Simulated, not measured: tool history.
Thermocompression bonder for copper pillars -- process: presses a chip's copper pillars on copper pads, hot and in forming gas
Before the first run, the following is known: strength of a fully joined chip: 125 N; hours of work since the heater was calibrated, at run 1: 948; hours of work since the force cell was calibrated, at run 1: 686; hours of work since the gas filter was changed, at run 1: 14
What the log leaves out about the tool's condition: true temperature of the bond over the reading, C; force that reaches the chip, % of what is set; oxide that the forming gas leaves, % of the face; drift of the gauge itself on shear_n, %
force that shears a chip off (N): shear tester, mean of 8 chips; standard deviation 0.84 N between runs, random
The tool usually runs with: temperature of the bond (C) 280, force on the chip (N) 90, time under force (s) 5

run,hour,temperature of the bond (C),force on the chip (N),time under force (s),hours of work since the heater was calibrated,hours of work since the force cell was calibrated,hours of work since the gas filter was changed,force that shears a chip off (N)
1,0.0,280,90,5,948,686,14,66.7
2,76.6,280,90,5,998,736,63,68.6
# hour 108.5: heater calibrated with a thermocouple chip
3,122.8,280,90,5,9,765,92,66.6
4,177.6,280,90,5,45,800,128,68.0
# hour 214.5: forming gas filter changed
5,234.8,280,60,5,82,837,13,53.6
6,298.3,280,60,5,123,878,54,52.7
7,336.0,280,60,5,147,903,79,53.7
8,377.1,280,60,5,174,930,106,54.1
9,428.4,280,60,5,207,963,139,54.6
# hour 449.3: forming gas filter changed
10,476.9,280,60,5,238,994,18,53.2
11,527.5,280,60,5,271,1027,51,53.0
12,602.2,280,60,5,320,1075,99,54.2
13,642.5,280,60,5,346,1102,125,54.4
# hour 680.2: forming gas filter changed
14,698.4,280,90,5,382,1137,12,68.2
# hour 722.3: force cell calibrated
15,770.7,280,90,5,428,31,58,68.3
16,843.0,280,90,5,475,78,105,66.9
17,875.2,280,90,5,496,99,126,68.0
18,908.1,280,90,5,517,121,147,66.4
# hour 915.5: forming gas filter changed
19,973.3,280,90,5,559,163,38,67.0
20,1013.5,278,90,5,585,189,64,66.0
21,1060.7,256,60,4,616,219,94,33.6
22,1092.8,256,60,4,637,240,115,31.9
23,1138.6,304,63,8,666,270,145,86.8
# hour 1150.8: forming gas filter changed
24,1214.4,302,90,8,715,319,41,96.7
25,1276.3,302,102,8,755,359,81,103.0
26,1350.5,302,102,8,804,407,130,100.9
# hour 1384.1: forming gas filter changed
27,1392.9,280,106,5,831,434,6,74.9
28,1447.1,280,106,5,866,470,41,72.8
29,1517.5,280,106,5,912,515,87,73.6
30,1582.5,291,57,5,954,557,129,61.3
# hour 1616.8: forming gas filter changed
31,1625.0,291,57,5,981,585,5,61.2

Run 32, settings as shown, results not yet in. Your forecast:
32,1667.3,310,103,5,1009,612,33,?

force that shears a chip off (N): 100.7
The same run, on a tool lacking any hidden state, would have yielded force that shears a chip off (N) 100.5.
